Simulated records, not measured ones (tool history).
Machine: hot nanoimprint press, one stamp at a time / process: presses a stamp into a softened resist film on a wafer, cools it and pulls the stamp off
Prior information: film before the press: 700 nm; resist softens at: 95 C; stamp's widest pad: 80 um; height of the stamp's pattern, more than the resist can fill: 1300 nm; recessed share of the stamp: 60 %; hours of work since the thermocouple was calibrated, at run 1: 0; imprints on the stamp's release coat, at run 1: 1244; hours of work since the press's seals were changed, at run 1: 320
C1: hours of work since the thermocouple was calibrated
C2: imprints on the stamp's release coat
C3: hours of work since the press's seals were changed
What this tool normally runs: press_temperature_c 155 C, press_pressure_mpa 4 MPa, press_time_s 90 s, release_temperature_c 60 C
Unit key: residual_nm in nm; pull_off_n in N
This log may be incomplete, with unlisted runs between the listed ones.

run 1 hour=0 | press_temperature_c=155 press_pressure_mpa=4 press_time_s=90 release_temperature_c=60 | C1=0 C2=1244 C3=320 | residual_nm=299.6 pull_off_n=265
run 2 hour=17.1 | press_temperature_c=155 press_pressure_mpa=4 press_time_s=90 release_temperature_c=54 | C1=10 C2=1279 C3=330 | residual_nm=301.3 pull_off_n=309
run 3 hour=38.1 | press_temperature_c=155 press_pressure_mpa=4 press_time_s=90 release_temperature_c=54 | C1=22 C2=1321 C3=343 | residual_nm=298.2 pull_off_n=302
run 4 hour=59.5 | press_temperature_c=155 press_pressure_mpa=4 press_time_s=90 release_temperature_c=54 | C1=35 C2=1364 C3=355 | residual_nm=298.6 pull_off_n=314
run 5 hour=72 | press_temperature_c=155 press_pressure_mpa=4 press_time_s=90 release_temperature_c=60 | C1=42 C2=1389 C3=362 | residual_nm=298.1 pull_off_n=270
run 6 hour=91.7 | press_temperature_c=155 press_pressure_mpa=4 press_time_s=90 release_temperature_c=60 | C1=54 C2=1429 C3=374 | residual_nm=299.7 pull_off_n=279
run 7 hour=108.7 | press_temperature_c=155 press_pressure_mpa=4 press_time_s=90 release_temperature_c=60 | C1=64 C2=1463 C3=384 | residual_nm=303.8 pull_off_n=279
run 8 hour=128.7 | press_temperature_c=155 press_pressure_mpa=4 press_time_s=90 release_temperature_c=60 | C1=76 C2=1503 C3=396 | residual_nm=301.4 pull_off_n=279
run 9 hour=147.1 | press_temperature_c=155 press_pressure_mpa=4 press_time_s=90 release_temperature_c=60 | C1=87 C2=1540 C3=407 | residual_nm=304.3 pull_off_n=277
run 10 hour=171 | press_temperature_c=159 press_pressure_mpa=4 press_time_s=58 release_temperature_c=62 | C1=101 C2=1588 C3=421 | residual_nm=300 pull_off_n=278
run 11 hour=189.4 | press_temperature_c=155 press_pressure_mpa=4 press_time_s=90 release_temperature_c=68 | C1=112 C2=1626 C3=432 | residual_nm=300.9 pull_off_n=230
run 12 hour=207.4 | press_temperature_c=155 press_pressure_mpa=2.94 press_time_s=90 release_temperature_c=67 | C1=122 C2=1662 C3=442 | residual_nm=353.8 pull_off_n=233
-- hour=235.9 stamp cleaned and given a new release coat
run 13 hour=239.2 | press_temperature_c=146 press_pressure_mpa=2.94 press_time_s=154 release_temperature_c=67 | C1=137 C2=7 C3=457 | residual_nm=423.2 pull_off_n=175
run 14 hour=263.7 | press_temperature_c=156 press_pressure_mpa=2.94 press_time_s=124 release_temperature_c=67 | C1=152 C2=56 C3=472 | residual_nm=309.1 pull_off_n=175
run 15 hour=283.1 | press_temperature_c=156 press_pressure_mpa=4.96 press_time_s=57 release_temperature_c=67 | C1=163 C2=95 C3=483 | residual_nm=309.2 pull_off_n=175
run 16 hour=301.8 | press_temperature_c=155 press_pressure_mpa=3.31 press_time_s=143 release_temperature_c=60 | C1=174 C2=133 C3=494 | residual_nm=289.5 pull_off_n=212
run 17 hour=326.8 | press_temperature_c=155 press_pressure_mpa=3 press_time_s=55 release_temperature_c=60 | C1=189 C2=183 C3=509 | residual_nm=407.5 pull_off_n=208

Here are 4 independent what-if runs from the current tool condition. What would each one return?
run A hour=347 | press_temperature_c=150 press_pressure_mpa=3.54 press_time_s=55 release_temperature_c=48 | C1=201 C2=224 C3=521 | residual_nm=? pull_off_n=?
run B hour=347 | press_temperature_c=155 press_pressure_mpa=2.87 press_time_s=90 release_temperature_c=60 | C1=201 C2=224 C3=521 | residual_nm=? pull_off_n=?
run C hour=347 | press_temperature_c=163 press_pressure_mpa=4 press_time_s=73 release_temperature_c=46 | C1=201 C2=224 C3=521 | residual_nm=? pull_off_n=?
run D hour=347 | press_temperature_c=152 press_pressure_mpa=5.04 press_time_s=55 release_temperature_c=55 | C1=201 C2=224 C3=521 | residual_nm=? pull_off_n=?

run=A residual_nm=458.1 pull_off_n=274
run=B residual_nm=363.4 pull_off_n=218
run=C residual_nm=238.4 pull_off_n=286
run=D residual_nm=361.6 pull_off_n=246
Without the tool's hidden state the same runs would have given:
run=A residual_nm=443.4 pull_off_n=257
run=B residual_nm=350.8 pull_off_n=204
run=C residual_nm=228.4 pull_off_n=269
run=D residual_nm=345.7 pull_off_n=231

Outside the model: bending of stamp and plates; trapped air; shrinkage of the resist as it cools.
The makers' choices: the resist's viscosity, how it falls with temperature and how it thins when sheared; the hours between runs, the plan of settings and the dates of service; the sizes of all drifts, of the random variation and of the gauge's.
